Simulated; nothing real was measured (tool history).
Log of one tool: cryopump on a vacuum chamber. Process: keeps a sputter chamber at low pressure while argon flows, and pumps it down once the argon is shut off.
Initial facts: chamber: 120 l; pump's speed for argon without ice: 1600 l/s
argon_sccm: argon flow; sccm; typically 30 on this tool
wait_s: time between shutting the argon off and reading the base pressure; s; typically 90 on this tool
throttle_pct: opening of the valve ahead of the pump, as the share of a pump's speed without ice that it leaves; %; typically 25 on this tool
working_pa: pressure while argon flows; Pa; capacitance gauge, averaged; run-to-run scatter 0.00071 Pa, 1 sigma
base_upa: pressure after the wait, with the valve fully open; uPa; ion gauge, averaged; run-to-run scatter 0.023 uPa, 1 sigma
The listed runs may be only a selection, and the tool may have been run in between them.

run	hour	argon_sccm	wait_s	throttle_pct	working_pa	base_upa
1	0	30	90	25	0.1284	1.37
2	35.4	30	90	25	0.1293	1.35
3	54.9	30	90	25	0.1289	1.39
4	71.1	30	90	25	0.1295	1.36
5	87.1	30	90	25	0.1291	1.4
6	111.4	30	90	25	0.1297	1.36
7	127.1	30	90	50	0.0671	1.39
8	143.6	30	90	50	0.0669	1.42
9	169.6	30	90	37	0.0883	1.41
10	190.1	30	90	37	0.0905	1.46
11	220.8	30	90	37	0.0908	1.48
12	238	41	38	24	0.1885	2.39
13	272.7	41	38	24	0.1885	2.23
14	309	41	38	24	0.1888	2.38
15	326.6	40	45	39	0.1164	2.12
16	354	42	45	52	0.0975	2.08
17	374.3	22	219	25	0.099	1.12
18	399	22	219	25	0.0988	1.12
19	425.2	14	59	44	0.0374	1.87
20	453.6	17	52	22	0.0874	1.93
21	477.4	21	26	51	0.0511	3.16
22	508.7	30	83	25	0.1373	1.63

Measured result minus the same run's result without the hidden state. Both carry the same run-to-run variation, though not necessarily the same gauge scatter:
Hidden state at play: pump's speed, % of a pump's without ice; cold plate's temperature, K; leak into the chamber, uPa l/s; drift of the gauge itself on working_pa, %; drift of the gauge itself on base_upa, %.
run	working_pa	base_upa
1	+0.0016	+0.53
2	+0.0022	+0.54
3	+0.0024	+0.55
4	+0.0027	+0.54
5	+0.0029	+0.57
6	+0.0033	+0.56
7	+0.0036	+0.57
8	+0.0038	+0.59
9	+0.0042	+0.6
10	+0.0045	+0.62
11	+0.0052	+0.63
12	+0.0074	+0.65
13	+0.0082	+0.63
14	+0.0091	+0.67
15	+0.0093	+0.68
16	+0.0107	+0.67
17	+0.0059	+0.7
18	+0.0062	+0.7
19	+0.0042	+0.73
20	+0.0054	+0.73
21	+0.0072	+0.77
22	+0.0108	+0.78
